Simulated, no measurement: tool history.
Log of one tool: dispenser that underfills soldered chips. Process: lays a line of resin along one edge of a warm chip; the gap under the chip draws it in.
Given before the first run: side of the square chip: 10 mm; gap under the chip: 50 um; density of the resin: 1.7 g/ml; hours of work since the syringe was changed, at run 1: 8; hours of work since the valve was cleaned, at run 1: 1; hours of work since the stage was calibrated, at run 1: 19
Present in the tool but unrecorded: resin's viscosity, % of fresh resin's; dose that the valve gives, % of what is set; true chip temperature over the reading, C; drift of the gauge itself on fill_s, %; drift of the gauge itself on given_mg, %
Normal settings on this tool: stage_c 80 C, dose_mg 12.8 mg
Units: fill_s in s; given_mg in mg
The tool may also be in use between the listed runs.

run  hour  stage_c  dose_mg  hours of work since the syringe was changed  hours of work since the valve was cleaned  hours of work since the stage was calibrated  fill_s  given_mg
  1     0       80     12.8                                            8                                          1                                            19   277.4     12.76
      1.9  -- new syringe of resin
  2   8.6       80     12.8                                            4                                          7                                            24   226.5     12.73
     15.5  -- new syringe of resin
  3    16       80     12.8                                            0                                         11                                            29   169.5     12.72
  4    23       80     12.8                                            5                                         16                                            33   233.4     12.83
     29.4  -- new syringe of resin
  5  32.7       80     12.8                                            2                                         22                                            39   189.7     12.71
  6  41.6       66     16.4                                            8                                         27                                            45   587.1     16.25

Expected results for the next run?
     43.4  -- new syringe of resin
  7  50.5       66     16.4                                            5                                         33                                            51       ?         ?

{"run 7": {"fill_s": 491.2, "given_mg": 16.23}}
With the hidden condition absent and the run-to-run variation left alone, this run would have shown fill_s 343.2 s, given_mg 16.42 mg.
